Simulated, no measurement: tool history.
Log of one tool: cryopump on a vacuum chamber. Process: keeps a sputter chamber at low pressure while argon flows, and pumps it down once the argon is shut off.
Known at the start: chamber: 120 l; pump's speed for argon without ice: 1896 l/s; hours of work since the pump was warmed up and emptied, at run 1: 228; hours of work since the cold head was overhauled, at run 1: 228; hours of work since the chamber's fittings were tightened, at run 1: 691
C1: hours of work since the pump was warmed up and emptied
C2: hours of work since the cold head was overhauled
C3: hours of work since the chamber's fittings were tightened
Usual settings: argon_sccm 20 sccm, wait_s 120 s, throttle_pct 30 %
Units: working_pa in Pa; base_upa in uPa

Run 1, hour 0.0: usual settings; C1 228; C2 228; C3 691. Result: working_pa 0.0601 Pa, base_upa 0.91 uPa.
Run 2, hour 72.6: usual settings but wait_s 22 s; C1 279; C2 279; C3 742. Result: working_pa 0.0614 Pa, base_upa 2.94 uPa.
Run 3, hour 154.7: usual settings but throttle_pct 16 %; C1 337; C2 337; C3 800. Result: working_pa 0.1123 Pa, base_upa 0.95 uPa.
Run 4, hour 235.8: usual settings but throttle_pct 16 %; C1 395; C2 395; C3 857. Result: working_pa 0.1143 Pa, base_upa 1.05 uPa.
Run 5, hour 312.5: usual settings but throttle_pct 16 %; C1 449; C2 449; C3 911. Result: working_pa 0.1138 Pa, base_upa 1.02 uPa.
Run 6, hour 398.8: usual settings but argon_sccm 13 sccm; C1 509; C2 509; C3 972. Result: working_pa 0.0403 Pa, base_upa 1.12 uPa.
Run 7, hour 486.6: usual settings; C1 571; C2 571; C3 1034. Result: working_pa 0.0633 Pa, base_upa 1.13 uPa.
Run 8, hour 545.0: usual settings; C1 612; C2 612; C3 1075. Result: working_pa 0.0630 Pa, base_upa 1.13 uPa.
Run 9, hour 601.5: usual settings; C1 652; C2 652; C3 1115. Result: working_pa 0.0631 Pa, base_upa 1.20 uPa.
Run 10, hour 689.3: usual settings; C1 714; C2 714; C3 1177. Result: working_pa 0.0631 Pa, base_upa 1.22 uPa.
Run 11, hour 779.0: usual settings; C1 777; C2 777; C3 1240. Result: working_pa 0.0630 Pa, base_upa 1.21 uPa.
Run 12, hour 881.1: usual settings; C1 849; C2 849; C3 1312. Result: working_pa 0.0633 Pa, base_upa 1.28 uPa.
Run 13, hour 967.0: usual settings; C1 910; C2 910; C3 1372. Result: working_pa 0.0642 Pa, base_upa 1.36 uPa.
At hour 980.6: pump warmed up, emptied and cooled again.
Run 14, hour 1027.3: usual settings; C1 33; C2 949; C3 1411. Result: working_pa 0.0587 Pa, base_upa 1.22 uPa.
Run 15, hour 1071.2: usual settings; C1 64; C2 980; C3 1442. Result: working_pa 0.0602 Pa, base_upa 1.20 uPa.
Run 16, hour 1160.5: usual settings but wait_s 92 s; C1 127; C2 1043; C3 1505. Result: working_pa 0.0594 Pa, base_upa 1.34 uPa.
Run 17, hour 1230.7: usual settings but argon_sccm 35 sccm, wait_s 92 s; C1 176; C2 1092; C3 1555. Result: working_pa 0.1060 Pa, base_upa 1.44 uPa.
Run 18, hour 1285.3: usual settings but argon_sccm 35 sccm, wait_s 92 s; C1 215; C2 1130; C3 1593. Result: working_pa 0.1055 Pa, base_upa 1.48 uPa.
Run 19, hour 1363.5: usual settings but wait_s 150 s, throttle_pct 59 %; C1 270; C2 1186; C3 1648. Result: working_pa 0.0310 Pa, base_upa 1.24 uPa.
Run 20, hour 1415.1: usual settings but wait_s 150 s, throttle_pct 59 %; C1 306; C2 1222; C3 1685. Result: working_pa 0.0321 Pa, base_upa 1.26 uPa.
Run 21, hour 1490.3: usual settings but argon_sccm 9 sccm, wait_s 26 s, throttle_pct 54 %; C1 359; C2 1275; C3 1738. Result: working_pa 0.0156 Pa, base_upa 3.08 uPa.
Run 22, hour 1540.6: usual settings but argon_sccm 9 sccm, wait_s 26 s, throttle_pct 54 %; C1 395; C2 1310; C3 1773. Result: working_pa 0.0157 Pa, base_upa 3.00 uPa.
Run 23, hour 1639.2: usual settings but argon_sccm 37 sccm, wait_s 68 s, throttle_pct 22 %; C1 464; C2 1380; C3 1842. Result: working_pa 0.1539 Pa, base_upa 1.81 uPa.
Run 24, hour 1727.4: usual settings but argon_sccm 18 sccm, wait_s 48 s, throttle_pct 22 %; C1 526; C2 1442; C3 1905. Result: working_pa 0.0755 Pa, base_upa 2.22 uPa.
Run 25, hour 1827.6: usual settings but argon_sccm 30 sccm, wait_s 152 s, throttle_pct 50 %; C1 597; C2 1513; C3 1975. Result: working_pa 0.0582 Pa, base_upa 1.47 uPa.
Run 26, hour 1869.6: usual settings but argon_sccm 9 sccm, wait_s 127 s, throttle_pct 50 %; C1 626; C2 1542; C3 2005. Result: working_pa 0.0175 Pa, base_upa 1.55 uPa.
Run 27, hour 1945.6: usual settings but argon_sccm 38 sccm, wait_s 127 s, throttle_pct 23 %; C1 680; C2 1596; C3 2058. Result: working_pa 0.1534 Pa, base_upa 1.64 uPa.
Run 28, hour 1997.2: usual settings but argon_sccm 33 sccm, wait_s 269 s, throttle_pct 45 %; C1 716; C2 1632; C3 2095. Result: working_pa 0.0718 Pa, base_upa 1.44 uPa.
Run 29, hour 2092.2: usual settings but argon_sccm 33 sccm, wait_s 269 s, throttle_pct 45 %; C1 783; C2 1699; C3 2162. Result: working_pa 0.0725 Pa, base_upa 1.47 uPa.
Run 30, hour 2165.2: usual settings but argon_sccm 10 sccm, wait_s 98 s, throttle_pct 24 %; C1 835; C2 1750; C3 2213. Result: working_pa 0.0395 Pa, base_upa 1.90 uPa.
Run 31, hour 2253.5: usual settings but argon_sccm 10 sccm, wait_s 98 s, throttle_pct 24 %; C1 897; C2 1813; C3 2275. Result: working_pa 0.0395 Pa, base_upa 1.96 uPa.
At hour 2281.0: pump warmed up, emptied and cooled again.
Run 32, hour 2316.2: usual settings but argon_sccm 14 sccm, wait_s 49 s, throttle_pct 27 %; C1 25; C2 1853; C3 2316. Result: working_pa 0.0467 Pa, base_upa 2.24 uPa.
Run 33, hour 2365.6: usual settings but argon_sccm 10 sccm, wait_s 33 s, throttle_pct 32 %; C1 60; C2 1888; C3 2351. Result: working_pa 0.0277 Pa, base_upa 2.85 uPa.
Run 34, hour 2417.4: usual settings but argon_sccm 10 sccm, wait_s 33 s, throttle_pct 32 %; C1 96; C2 1925; C3 2387. Result: working_pa 0.0280 Pa, base_upa 2.82 uPa.
Run 35, hour 2493.6: usual settings but argon_sccm 34 sccm, wait_s 22 s, throttle_pct 43 %; C1 150; C2 1978; C3 2441. Result: working_pa 0.0721 Pa, base_upa 3.68 uPa.

3 ways to go on from here, each from the tool as it stands after run 35. What would each give?
Run A, hour 2547.2: usual settings but argon_sccm 17 sccm, wait_s 84 s, throttle_pct 18 %; C1 188; C2 2016; C3 2479. Result: working_pa ?, base_upa ?.
Run B, hour 2547.2: usual settings but argon_sccm 38 sccm, wait_s 143 s, throttle_pct 49 %; C1 188; C2 2016; C3 2479. Result: working_pa ?, base_upa ?.
Run C, hour 2547.2: usual settings but argon_sccm 17 sccm, wait_s 30 s, throttle_pct 27 %; C1 188; C2 2016; C3 2479. Result: working_pa ?, base_upa ?.

run  working_pa  base_upa
  A      0.0855      1.85
  B      0.0720      1.63
  C      0.0569      3.10
Without the tool's hidden state the same runs would have given:
run  working_pa  base_upa
  A      0.0846      0.78
  B      0.0699      0.55
  C      0.0560      2.01

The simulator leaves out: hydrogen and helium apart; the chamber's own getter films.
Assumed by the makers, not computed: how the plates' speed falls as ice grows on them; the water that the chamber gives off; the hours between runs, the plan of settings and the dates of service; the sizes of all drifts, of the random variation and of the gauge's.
